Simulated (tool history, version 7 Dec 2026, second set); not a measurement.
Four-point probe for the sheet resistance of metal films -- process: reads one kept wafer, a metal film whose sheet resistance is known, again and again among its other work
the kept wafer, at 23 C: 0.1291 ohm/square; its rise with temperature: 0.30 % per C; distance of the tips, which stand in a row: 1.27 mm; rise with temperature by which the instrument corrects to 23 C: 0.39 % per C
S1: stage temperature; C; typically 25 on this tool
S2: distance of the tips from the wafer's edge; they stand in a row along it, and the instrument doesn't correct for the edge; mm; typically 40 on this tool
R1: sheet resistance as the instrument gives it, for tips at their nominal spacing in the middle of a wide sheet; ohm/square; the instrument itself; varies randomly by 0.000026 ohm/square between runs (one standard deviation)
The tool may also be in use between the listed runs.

run 1 hour=0 | S1=25 S2=40 | R1=0.128472
run 2 hour=16.7 | S1=25 S2=40 | R1=0.128489
run 3 hour=26.5 | S1=25 S2=42 | R1=0.128456
run 4 hour=40.7 | S1=25 S2=22 | R1=0.128638
run 5 hour=54.4 | S1=25 S2=22 | R1=0.12865
run 6 hour=68.4 | S1=19 S2=40 | R1=0.129145
run 7 hour=79.3 | S1=19 S2=40 | R1=0.129131
run 8 hour=93.5 | S1=33 S2=40 | R1=0.127647
run 9 hour=108.5 | S1=25 S2=40 | R1=0.12849
run 10 hour=124.8 | S1=25 S2=40 | R1=0.12845
run 11 hour=136 | S1=25 S2=40 | R1=0.128439
run 12 hour=145.2 | S1=20 S2=40 | R1=0.129072
run 13 hour=157 | S1=34 S2=40 | R1=0.127505
run 14 hour=166.7 | S1=25 S2=40 | R1=0.128463
-- hour=168.1 stage's thermometer calibrated
run 15 hour=183.2 | S1=25 S2=40 | R1=0.128136
run 16 hour=194.3 | S1=25 S2=40 | R1=0.128099
run 17 hour=203.9 | S1=25 S2=40 | R1=0.128091
run 18 hour=222.3 | S1=25 S2=40 | R1=0.128164
run 19 hour=232.6 | S1=25 S2=40 | R1=0.128111
run 20 hour=248.7 | S1=25 S2=40 | R1=0.128087
run 21 hour=264.3 | S1=25 S2=40 | R1=0.128081
run 22 hour=281.3 | S1=25 S2=40 | R1=0.128098
run 23 hour=290.9 | S1=25 S2=40 | R1=0.128133
run 24 hour=299.7 | S1=25 S2=7 | R1=0.130232
run 25 hour=307.4 | S1=25 S2=7 | R1=0.13023
run 26 hour=315.1 | S1=28 S2=10 | R1=0.128824
run 27 hour=326.7 | S1=28 S2=10 | R1=0.128808
run 28 hour=334.9 | S1=19 S2=73 | R1=0.128676
run 29 hour=342.6 | S1=19 S2=73 | R1=0.128698
run 30 hour=361.3 | S1=20 S2=5 | R1=0.13287
run 31 hour=369.2 | S1=20 S2=5 | R1=0.132885
run 32 hour=386.6 | S1=34 S2=21 | R1=0.127339
run 33 hour=399.2 | S1=26 S2=8 | R1=0.129638
run 34 hour=415.2 | S1=26 S2=8 | R1=0.129551
run 35 hour=433.4 | S1=26 S2=8 | R1=0.129604
run 36 hour=443.9 | S1=26 S2=8 | R1=0.129633
run 37 hour=458.4 | S1=33 S2=5 | R1=0.13148
run 38 hour=477.3 | S1=33 S2=11 | R1=0.128072
run 39 hour=490.7 | S1=29 S2=40 | R1=0.127624
run 40 hour=508 | S1=29 S2=40 | R1=0.127642
run 41 hour=521.9 | S1=29 S2=40 | R1=0.127664
run 42 hour=534.8 | S1=29 S2=45 | R1=0.127664
run 43 hour=547 | S1=29 S2=45 | R1=0.127646

What does the tool deliver on the next run?
run 44 hour=559.6 | S1=23 S2=40 | R1=?

{"run 44": {"R1": 0.128269}}
If the tool had no hidden condition, the same run with the same run-to-run variation would have returned R1 0.129162 ohm/square.
